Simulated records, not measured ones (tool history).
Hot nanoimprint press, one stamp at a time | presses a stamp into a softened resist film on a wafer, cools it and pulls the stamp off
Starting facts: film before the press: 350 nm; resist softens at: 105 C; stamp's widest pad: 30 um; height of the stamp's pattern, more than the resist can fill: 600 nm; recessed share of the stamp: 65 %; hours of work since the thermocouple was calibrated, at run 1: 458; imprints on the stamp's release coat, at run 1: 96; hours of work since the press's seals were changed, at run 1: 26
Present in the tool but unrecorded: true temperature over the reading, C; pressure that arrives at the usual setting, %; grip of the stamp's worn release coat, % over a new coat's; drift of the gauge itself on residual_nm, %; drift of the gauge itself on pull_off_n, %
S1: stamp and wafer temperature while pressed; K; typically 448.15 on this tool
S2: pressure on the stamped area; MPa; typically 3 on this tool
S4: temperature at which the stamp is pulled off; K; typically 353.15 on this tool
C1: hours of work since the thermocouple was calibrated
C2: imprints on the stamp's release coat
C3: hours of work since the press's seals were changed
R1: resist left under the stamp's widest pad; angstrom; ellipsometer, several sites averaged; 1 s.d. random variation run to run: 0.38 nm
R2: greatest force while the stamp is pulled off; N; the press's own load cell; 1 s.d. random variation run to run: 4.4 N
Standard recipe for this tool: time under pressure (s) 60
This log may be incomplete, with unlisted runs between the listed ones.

{"run": 1, "day": 0.0, "S1": 448.15, "S2": 3, "time under pressure (s)": 60, "S4": 353.15, "C1": 458, "C2": 96, "C3": 26, "R1": 1531, "R2": 213}
{"run": 2, "day": 0.792, "S1": 448.15, "S2": 3, "time under pressure (s)": 60, "S4": 353.15, "C1": 473, "C2": 150, "C3": 40, "R1": 1530, "R2": 212}
{"day": 1.442, "done": "plate thermocouple calibrated"}
{"run": 3, "day": 1.612, "S1": 448.15, "S2": 3, "time under pressure (s)": 60, "S4": 353.15, "C1": 3, "C2": 198, "C3": 53, "R1": 1535, "R2": 220}
{"run": 4, "day": 3.092, "S1": 448.15, "S2": 3, "time under pressure (s)": 60, "S4": 353.15, "C1": 30, "C2": 299, "C3": 80, "R1": 1540, "R2": 215}
{"run": 5, "day": 4.071, "S1": 452.15, "S2": 3, "time under pressure (s)": 60, "S4": 353.15, "C1": 48, "C2": 366, "C3": 98, "R1": 1374, "R2": 219}
{"run": 6, "day": 5.396, "S1": 448.15, "S2": 3, "time under pressure (s)": 60, "S4": 353.15, "C1": 73, "C2": 457, "C3": 123, "R1": 1545, "R2": 221}
{"run": 7, "day": 6.946, "S1": 448.15, "S2": 3, "time under pressure (s)": 60, "S4": 353.15, "C1": 101, "C2": 563, "C3": 151, "R1": 1540, "R2": 221}
{"run": 8, "day": 7.638, "S1": 448.15, "S2": 3, "time under pressure (s)": 60, "S4": 350.15, "C1": 114, "C2": 610, "C3": 164, "R1": 1541, "R2": 218}
{"run": 9, "day": 8.617, "S1": 448.15, "S2": 3, "time under pressure (s)": 60, "S4": 353.15, "C1": 132, "C2": 678, "C3": 182, "R1": 1547, "R2": 226}
{"run": 10, "day": 9.383, "S1": 448.15, "S2": 4.43, "time under pressure (s)": 60, "S4": 353.15, "C1": 146, "C2": 730, "C3": 196, "R1": 1265, "R2": 216}
{"run": 11, "day": 10.121, "S1": 448.15, "S2": 3, "time under pressure (s)": 60, "S4": 353.15, "C1": 160, "C2": 781, "C3": 210, "R1": 1544, "R2": 218}
{"run": 12, "day": 11.042, "S1": 448.15, "S2": 3, "time under pressure (s)": 60, "S4": 353.15, "C1": 177, "C2": 844, "C3": 227, "R1": 1547, "R2": 222}
{"run": 13, "day": 12.354, "S1": 448.15, "S2": 3, "time under pressure (s)": 104, "S4": 353.15, "C1": 201, "C2": 934, "C3": 251, "R1": 1250, "R2": 220}
{"run": 14, "day": 13.546, "S1": 448.15, "S2": 3, "time under pressure (s)": 104, "S4": 353.15, "C1": 223, "C2": 1015, "C3": 273, "R1": 1254, "R2": 214}
{"run": 15, "day": 14.712, "S1": 448.15, "S2": 3, "time under pressure (s)": 60, "S4": 353.15, "C1": 244, "C2": 1095, "C3": 294, "R1": 1553, "R2": 224}
{"run": 16, "day": 15.954, "S1": 448.15, "S2": 3, "time under pressure (s)": 60, "S4": 353.15, "C1": 267, "C2": 1180, "C3": 317, "R1": 1547, "R2": 221}
{"run": 17, "day": 16.958, "S1": 448.15, "S2": 3, "time under pressure (s)": 60, "S4": 353.15, "C1": 286, "C2": 1249, "C3": 336, "R1": 1553, "R2": 222}
{"day": 17.504, "done": "stamp cleaned and given a new release coat"}
{"run": 18, "day": 18.683, "S1": 448.15, "S2": 4.77, "time under pressure (s)": 44, "S4": 350.15, "C1": 313, "C2": 81, "C3": 363, "R1": 1388, "R2": 225}
{"run": 19, "day": 19.479, "S1": 448.15, "S2": 3, "time under pressure (s)": 55, "S4": 339.15, "C1": 328, "C2": 136, "C3": 378, "R1": 1605, "R2": 250}
{"run": 20, "day": 20.529, "S1": 448.15, "S2": 4.11, "time under pressure (s)": 116, "S4": 353.15, "C1": 347, "C2": 208, "C3": 397, "R1": 1026, "R2": 218}
{"run": 21, "day": 21.617, "S1": 438.15, "S2": 3, "time under pressure (s)": 60, "S4": 353.15, "C1": 367, "C2": 282, "C3": 417, "R1": 2079, "R2": 219}
{"run": 22, "day": 22.562, "S1": 438.15, "S2": 1.82, "time under pressure (s)": 47, "S4": 349.15, "C1": 384, "C2": 347, "C3": 434, "R1": 2631, "R2": 231}
{"run": 23, "day": 23.258, "S1": 438.15, "S2": 1.82, "time under pressure (s)": 47, "S4": 349.15, "C1": 397, "C2": 395, "C3": 447, "R1": 2631, "R2": 227}
{"run": 24, "day": 23.962, "S1": 438.15, "S2": 1.82, "time under pressure (s)": 47, "S4": 349.15, "C1": 410, "C2": 443, "C3": 460, "R1": 2639, "R2": 229}
{"run": 25, "day": 24.783, "S1": 438.15, "S2": 1.82, "time under pressure (s)": 47, "S4": 349.15, "C1": 425, "C2": 499, "C3": 475, "R1": 2647, "R2": 224}
{"run": 26, "day": 25.725, "S1": 438.15, "S2": 1.82, "time under pressure (s)": 47, "S4": 349.15, "C1": 443, "C2": 564, "C3": 493, "R1": 2647, "R2": 232}
{"run": 27, "day": 26.833, "S1": 438.15, "S2": 1.82, "time under pressure (s)": 47, "S4": 349.15, "C1": 463, "C2": 640, "C3": 513, "R1": 2633, "R2": 230}
{"day": 28.033, "done": "plate thermocouple calibrated"}
{"run": 28, "day": 28.35, "S1": 438.15, "S2": 1.82, "time under pressure (s)": 47, "S4": 349.15, "C1": 6, "C2": 735, "C3": 539, "R1": 2651, "R2": 226}
{"run": 29, "day": 29.842, "S1": 438.15, "S2": 1.82, "time under pressure (s)": 47, "S4": 349.15, "C1": 33, "C2": 837, "C3": 566, "R1": 2644, "R2": 234}
{"run": 30, "day": 31.35, "S1": 438.15, "S2": 1.82, "time under pressure (s)": 34, "S4": 357.15, "C1": 61, "C2": 940, "C3": 594, "R1": 2816, "R2": 209}
{"run": 31, "day": 32.708, "S1": 438.15, "S2": 1.82, "time under pressure (s)": 34, "S4": 357.15, "C1": 86, "C2": 1033, "C3": 619, "R1": 2831, "R2": 205}

Hidden state at the last listed run before each entry between runs and at the first one after, where it differs:
Between runs 2 and 3: plate thermocouple calibrated (day 1.442)
  true temperature over the reading, C: 0.08 -> -0.02; pressure that arrives at the usual setting, %: 100.03 -> 100.02; grip of the stamp's worn release coat, % over a new coat's: 0.1 -> 0.2; drift of the gauge itself on residual_nm, %: 0.05 -> 0.09
  measured less the result without the state, R1: -2 -> +2 angstrom
Between runs 17 and 18: stamp cleaned and given a new release coat (day 17.504)
  pressure that arrives at the usual setting, %: 99.83 -> 99.81; grip of the stamp's worn release coat, % over a new coat's: 1.2 -> 0.1; drift of the gauge itself on residual_nm, %: 1 -> 1.09
  measured less the result without the state, R1: +16 -> +16 angstrom
Between runs 27 and 28: plate thermocouple calibrated (day 28.033)
  true temperature over the reading, C: 0.06 -> -0.03; pressure that arrives at the usual setting, %: 99.71 -> 99.69; grip of the stamp's worn release coat, % over a new coat's: 0.6 -> 0.7; drift of the gauge itself on residual_nm, %: 1.57 -> 1.66
  measured less the result without the state, R1: +39 -> +46 angstrom

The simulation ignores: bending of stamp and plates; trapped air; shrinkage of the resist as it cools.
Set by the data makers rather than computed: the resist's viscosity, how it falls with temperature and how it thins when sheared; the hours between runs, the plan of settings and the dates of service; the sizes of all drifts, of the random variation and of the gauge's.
